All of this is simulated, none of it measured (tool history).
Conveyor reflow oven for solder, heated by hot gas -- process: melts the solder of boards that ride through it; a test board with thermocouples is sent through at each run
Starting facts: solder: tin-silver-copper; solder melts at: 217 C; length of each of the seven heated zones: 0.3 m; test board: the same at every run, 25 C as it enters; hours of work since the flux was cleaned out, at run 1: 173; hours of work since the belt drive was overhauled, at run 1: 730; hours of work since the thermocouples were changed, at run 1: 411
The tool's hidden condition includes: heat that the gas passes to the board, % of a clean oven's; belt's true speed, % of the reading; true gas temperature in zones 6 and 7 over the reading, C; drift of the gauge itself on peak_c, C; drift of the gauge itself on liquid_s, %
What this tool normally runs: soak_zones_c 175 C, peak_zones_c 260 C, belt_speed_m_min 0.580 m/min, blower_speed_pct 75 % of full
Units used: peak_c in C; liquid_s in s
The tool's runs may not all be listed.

run	hour	soak_zones_c	peak_zones_c	belt_speed_m_min	blower_speed_pct	hours of work since the flux was cleaned out	hours of work since the belt drive was overhauled	hours of work since the thermocouples were changed	peak_c	liquid_s
1	0.0	175	260	0.580	75	173	730	411	244.9	41.6
# hour 10.2: flux residue cleaned out of gas plates and filters
2	42.4	175	249	0.580	75	14	747	428	235.8	34.1
3	94.6	175	260	0.580	69	38	770	451	243.6	40.1
4	146.7	175	260	0.580	69	61	793	474	243.2	40.1
5	173.9	175	270	0.580	75	73	806	487	253.8	47.4
6	220.1	175	270	0.580	75	94	826	507	253.6	47.2
7	246.4	174	260	0.580	75	106	838	519	244.7	41.7
8	276.6	175	260	0.580	75	120	852	533	245.1	41.5
9	313.2	175	260	0.580	75	136	868	549	244.9	41.5
10	349.2	175	260	0.580	75	152	884	565	244.9	41.7
11	393.6	175	260	0.580	75	172	904	585	245.1	41.3
# hour 405.6: flux residue cleaned out of gas plates and filters
12	448.3	175	260	0.580	75	19	927	608	244.9	41.8
13	499.3	175	260	0.580	80	42	950	630	245.6	43.0
14	525.4	178	252	0.627	60	54	961	642	232.4	26.0
15	554.5	178	252	0.627	60	67	974	655	232.6	26.6
16	603.7	178	252	0.627	60	89	996	677	231.8	26.5
17	645.0	166	258	0.580	75	107	1015	696	242.0	37.2
18	690.2	166	258	0.580	75	128	1035	716	241.3	37.0
19	723.1	166	268	0.580	75	143	1050	731	250.1	43.0
20	757.8	175	256	0.695	75	158	1066	747	235.8	27.0
21	791.2	186	256	0.559	75	173	1081	762	244.3	47.4
# hour 804.1: flux residue cleaned out of gas plates and filters
# hour 823.6: thermocouples of zones 6 and 7 changed
22	832.5	186	256	0.559	75	12	1096	4	243.8	47.6
23	884.8	186	256	0.486	53	35	1119	27	242.5	52.3
24	931.6	186	256	0.486	53	56	1140	48	242.8	51.7
25	980.5	168	256	0.500	53	78	1162	70	238.2	38.9
26	1003.6	168	256	0.500	53	89	1173	81	238.3	39.0

Branching from run 26: 4 alternative next runs. What would each branch give?
A	1029.0	175	260	0.560	75	100	1184	92	?	?
B	1029.0	172	260	0.580	75	100	1184	92	?	?
C	1029.0	166	253	0.580	88	100	1184	92	?	?
D	1029.0	175	255	0.580	75	100	1184	92	?	?

run	peak_c	liquid_s
A	245.4	44.5
B	244.0	40.4
C	240.1	36.9
D	240.2	38.3
Take away the tool's hidden state, keep each run's random variation, and the runs would have read:
run	peak_c	liquid_s
A	245.4	44.4
B	244.0	40.3
C	240.1	36.9
D	240.2	38.2
